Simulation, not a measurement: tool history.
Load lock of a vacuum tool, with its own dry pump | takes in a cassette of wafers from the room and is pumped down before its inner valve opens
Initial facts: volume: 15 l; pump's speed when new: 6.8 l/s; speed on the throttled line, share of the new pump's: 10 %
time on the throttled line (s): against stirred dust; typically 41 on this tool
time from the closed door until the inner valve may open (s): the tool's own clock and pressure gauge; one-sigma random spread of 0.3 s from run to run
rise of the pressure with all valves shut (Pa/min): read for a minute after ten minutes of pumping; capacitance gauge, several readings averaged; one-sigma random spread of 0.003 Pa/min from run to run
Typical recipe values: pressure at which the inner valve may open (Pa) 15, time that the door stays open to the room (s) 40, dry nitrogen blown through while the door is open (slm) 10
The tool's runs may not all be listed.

run	day	time on the throttled line (s)	pressure at which the inner valve may open (Pa)	time that the door stays open to the room (s)	dry nitrogen blown through while the door is open (slm)	incoming humidity of the room's air, %	time from the closed door until the inner valve may open (s)	rise of the pressure with all valves shut (Pa/min)
1	0	41	15	40	10	45	56.3	0.056
2	4.642	41	21	40	10	42.9	55.4	0.064
3	8.129	41	21	40	10	42.4	55.9	0.063
4	12.625	41	13	40	10	47	57.2	0.064
5	15.533	41	13	40	10	47.1	57	0.068
6	18.3	41	13	40	10	50.7	57.2	0.067
7	21.504	41	13	40	10	46.6	56.9	0.071
8	24.029	41	15	40	10	44.6	56.6	0.069
9	26.933	41	15	40	10	46	56.2	0.064
10	30.767	41	15	40	10	45.9	56.8	0.071
11	34.029	41	15	105	10	44.4	57	0.084
12	36.504	41	15	105	10	46.3	56.7	0.086
13	41.171	41	15	105	10	43.4	56.5	0.086
14	43.946	41	15	40	10	46.2	56.9	0.076
15	47.042	70	15	40	10	47	83.1	0.078
16	52.438	70	15	56	10	43.9	83.3	0.085
17	54.675	70	15	56	10	42.4	82.3	0.084
18	57.046	70	15	56	10	48.9	82.5	0.084
19	60.146	70	15	56	40	46.7	82.1	0.053
20	62.962	72	18	27	13	48.5	84.5	0.073
21	66.333	60	15	27	13	41.9	73.9	0.075
22	71.154	36	20	84	17	45.2	51.4	0.089
23	76.683	67	12	93	12	42.7	81.3	0.094
24	80.954	41	26	48	10	47.8	55.7	0.096
25	85.496	23	18	30	10	44.4	40.2	0.093
26	88.133	23	18	30	10	43.3	40.3	0.085
27	91.296	23	18	30	10	42.2	40.7	0.092
28	95.529	41	15	55	31	46.7	57.3	0.08
29	99.875	41	15	55	31	45.1	57.3	0.085
30	102.604	41	10	55	6	42.3	58.7	0.105
31	107.442	41	19	48	7	44.7	56.6	0.113
32	112.671	41	15	143	45	45.1	57.2	0.086
33	117.458	41	15	143	45	43.3	56.7	0.091
34	120.975	41	15	143	45	44.4	56.6	0.095
35	124.679	41	25	40	4	40.4	55.9	0.127
36	128.742	50	25	28	4	45.2	64.2	0.126
37	131.975	41	19	98	10	45.7	56.7	0.129
38	136.7	41	19	98	10	47.5	56.6	0.13

Branching from run 38: 3 alternative next runs. What would each branch give?
A	139.279	58	13	222	10	43.4	?	?
B	139.279	41	21	98	24	46.7	?	?
C	139.279	26	15	40	10	47.6	?	?

run	time from the closed door until the inner valve may open (s)	rise of the pressure with all valves shut (Pa/min)
A	72.8	0.143
B	56.8	0.111
C	44	0.124
Without the tool's hidden state the same runs would have given:
run	time from the closed door until the inner valve may open (s)	rise of the pressure with all valves shut (Pa/min)
A	72	0.065
B	56	0.033
C	43	0.046
